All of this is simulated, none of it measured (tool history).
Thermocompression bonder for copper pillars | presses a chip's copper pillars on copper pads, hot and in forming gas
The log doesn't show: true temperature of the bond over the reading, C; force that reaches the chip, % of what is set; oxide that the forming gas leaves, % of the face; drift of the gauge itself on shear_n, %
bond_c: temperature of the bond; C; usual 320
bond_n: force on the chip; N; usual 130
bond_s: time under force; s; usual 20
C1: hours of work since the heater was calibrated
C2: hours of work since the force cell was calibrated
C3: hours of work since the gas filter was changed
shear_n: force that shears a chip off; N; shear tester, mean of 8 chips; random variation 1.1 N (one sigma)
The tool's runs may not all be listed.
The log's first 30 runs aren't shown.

run 31 hour=213.2 | bond_c=320 bond_n=130 bond_s=14 | C1=507 C2=189 C3=74 | shear_n=85.5
run 32 hour=222.5 | bond_c=320 bond_n=130 bond_s=47 | C1=511 C2=194 C3=79 | shear_n=119.3
run 33 hour=229.6 | bond_c=337 bond_n=130 bond_s=20 | C1=515 C2=197 C3=82 | shear_n=113.8
run 34 hour=237.5 | bond_c=292 bond_n=130 bond_s=20 | C1=519 C2=201 C3=86 | shear_n=68.3
run 35 hour=242.5 | bond_c=292 bond_n=130 bond_s=20 | C1=521 C2=204 C3=88 | shear_n=66.4
run 36 hour=246.8 | bond_c=343 bond_n=116 bond_s=28 | C1=523 C2=206 C3=91 | shear_n=122.8
run 37 hour=250.8 | bond_c=327 bond_n=116 bond_s=54 | C1=525 C2=208 C3=93 | shear_n=123.1
run 38 hour=257.2 | bond_c=320 bond_n=162 bond_s=30 | C1=528 C2=211 C3=96 | shear_n=119.1
run 39 hour=264.6 | bond_c=316 bond_n=103 bond_s=43 | C1=532 C2=215 C3=99 | shear_n=103

4 ways to go on from here, each from the tool as it stands after run 39. What would each give?
run A hour=274 | bond_c=316 bond_n=86 bond_s=43 | C1=537 C2=219 C3=104 | shear_n=?
run B hour=274 | bond_c=316 bond_n=103 bond_s=20 | C1=537 C2=219 C3=104 | shear_n=?
run C hour=274 | bond_c=316 bond_n=145 bond_s=22 | C1=537 C2=219 C3=104 | shear_n=?
run D hour=274 | bond_c=316 bond_n=92 bond_s=35 | C1=537 C2=219 C3=104 | shear_n=?

run=A shear_n=92.5
run=B shear_n=78.6
run=C shear_n=99.9
run=D shear_n=89.3
Without the tool's hidden state the same runs would have given:
run=A shear_n=97.6
run=B shear_n=83.4
run=C shear_n=105.1
run=D shear_n=94.3
